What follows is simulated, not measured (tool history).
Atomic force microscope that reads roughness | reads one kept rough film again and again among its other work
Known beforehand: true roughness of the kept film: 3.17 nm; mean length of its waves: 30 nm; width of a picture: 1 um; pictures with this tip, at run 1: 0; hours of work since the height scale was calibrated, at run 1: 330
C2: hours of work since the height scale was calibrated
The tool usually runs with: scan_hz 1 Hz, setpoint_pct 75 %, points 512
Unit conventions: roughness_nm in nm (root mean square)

{"run": 1, "hour": 0.0, "scan_hz": 1, "setpoint_pct": 75, "points": 512, "pictures with this tip": 0, "C2": 330, "roughness_nm": 2.642}
{"run": 2, "hour": 12.8, "scan_hz": 1, "setpoint_pct": 75, "points": 512, "pictures with this tip": 15, "C2": 337, "roughness_nm": 2.6}
{"run": 3, "hour": 22.3, "scan_hz": 0.6, "setpoint_pct": 75, "points": 512, "pictures with this tip": 27, "C2": 343, "roughness_nm": 2.65}
{"run": 4, "hour": 32.8, "scan_hz": 0.6, "setpoint_pct": 75, "points": 512, "pictures with this tip": 40, "C2": 350, "roughness_nm": 2.618}
{"run": 5, "hour": 45.8, "scan_hz": 0.6, "setpoint_pct": 75, "points": 512, "pictures with this tip": 55, "C2": 358, "roughness_nm": 2.585}
{"run": 6, "hour": 57.8, "scan_hz": 0.6, "setpoint_pct": 75, "points": 512, "pictures with this tip": 70, "C2": 365, "roughness_nm": 2.556}
{"run": 7, "hour": 75.2, "scan_hz": 2.12, "setpoint_pct": 64, "points": 512, "pictures with this tip": 91, "C2": 376, "roughness_nm": 2.38}
{"run": 8, "hour": 86.1, "scan_hz": 3.13, "setpoint_pct": 75, "points": 361, "pictures with this tip": 105, "C2": 382, "roughness_nm": 2.044}
{"run": 9, "hour": 105.9, "scan_hz": 1.53, "setpoint_pct": 56, "points": 321, "pictures with this tip": 129, "C2": 395, "roughness_nm": 2.407}

Run 10 is up next; what results do you expect?
{"run": 10, "hour": 115.1, "scan_hz": 1.53, "setpoint_pct": 56, "points": 321, "pictures with this tip": 140, "C2": 400, "roughness_nm": "?"}

roughness_nm: 2.385 nm (root mean square)
Were there no unlogged condition in the tool, this run, its random variation unchanged, would have produced roughness_nm 2.751 nm (root mean square).

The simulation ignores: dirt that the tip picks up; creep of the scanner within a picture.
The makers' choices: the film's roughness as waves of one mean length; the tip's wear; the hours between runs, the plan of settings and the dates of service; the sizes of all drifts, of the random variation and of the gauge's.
